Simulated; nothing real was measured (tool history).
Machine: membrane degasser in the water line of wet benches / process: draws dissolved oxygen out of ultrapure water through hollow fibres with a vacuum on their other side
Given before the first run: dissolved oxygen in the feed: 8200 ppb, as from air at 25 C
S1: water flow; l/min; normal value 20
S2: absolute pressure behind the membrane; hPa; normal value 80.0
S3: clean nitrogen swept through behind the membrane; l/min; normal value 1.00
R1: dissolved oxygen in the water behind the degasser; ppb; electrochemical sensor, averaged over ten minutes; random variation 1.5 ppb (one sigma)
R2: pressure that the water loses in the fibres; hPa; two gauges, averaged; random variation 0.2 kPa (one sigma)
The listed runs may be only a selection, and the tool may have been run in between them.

{"run": 1, "hour": 0.0, "S1": 20, "S2": 80.0, "S3": 1.0, "R1": 232.5, "R2": 471.0}
{"run": 2, "hour": 89.1, "S1": 20, "S2": 80.0, "S3": 1.0, "R1": 231.7, "R2": 468.8}
{"run": 3, "hour": 137.7, "S1": 20, "S2": 80.0, "S3": 1.0, "R1": 228.0, "R2": 467.1}
{"run": 4, "hour": 230.1, "S1": 20, "S2": 80.0, "S3": 1.0, "R1": 232.0, "R2": 467.6}
{"run": 5, "hour": 321.6, "S1": 20, "S2": 80.0, "S3": 1.0, "R1": 232.6, "R2": 471.2}
{"run": 6, "hour": 393.5, "S1": 28, "S2": 80.0, "S3": 1.0, "R1": 330.0, "R2": 659.7}
{"run": 7, "hour": 437.2, "S1": 20, "S2": 131.4, "S3": 1.0, "R1": 446.6, "R2": 471.0}
{"run": 8, "hour": 510.1, "S1": 20, "S2": 131.4, "S3": 1.0, "R1": 445.2, "R2": 473.0}
{"run": 9, "hour": 573.9, "S1": 20, "S2": 131.4, "S3": 1.0, "R1": 446.2, "R2": 467.7}
{"run": 10, "hour": 629.3, "S1": 20, "S2": 131.4, "S3": 1.0, "R1": 454.2, "R2": 473.7}
{"run": 11, "hour": 726.7, "S1": 20, "S2": 61.7, "S3": 1.03, "R1": 147.9, "R2": 471.3}
{"run": 12, "hour": 776.9, "S1": 19, "S2": 184.1, "S3": 0.89, "R1": 699.4, "R2": 447.2}
{"run": 13, "hour": 856.9, "S1": 18, "S2": 160.8, "S3": 0.48, "R1": 923.9, "R2": 424.5}
{"run": 14, "hour": 931.0, "S1": 18, "S2": 160.8, "S3": 0.48, "R1": 928.1, "R2": 427.9}
{"run": 15, "hour": 1017.7, "S1": 20, "S2": 80.0, "S3": 1.66, "R1": 152.4, "R2": 471.0}
{"hour": 1051.6, "done": "seals of the vacuum lines changed"}
{"run": 16, "hour": 1085.1, "S1": 27, "S2": 131.8, "S3": 1.0, "R1": 596.3, "R2": 639.4}
{"run": 17, "hour": 1132.0, "S1": 16, "S2": 51.3, "S3": 1.0, "R1": 85.2, "R2": 377.8}

Hidden state or all else? Some run-to-run changes of R1, split into what the settings, what came in and random variation would give without the hidden state, and what is left for the hidden state (with any gauge scatter that isn't in both results):
The hidden state here: membrane still open, %; true pressure behind the membrane over the reading, kPa; air that leaks in behind the membrane, l/min; drift of the gauge itself on oxygen_ppb, %; drift of the gauge itself on loss_of_pressure_kpa, %.
Run 14 -> 15: S1 18 -> 20, S2 160.8 -> 80.0, S3 0.48 -> 1.66. R1 -775.7 ppb: hidden state -11.2, all else -764.5.
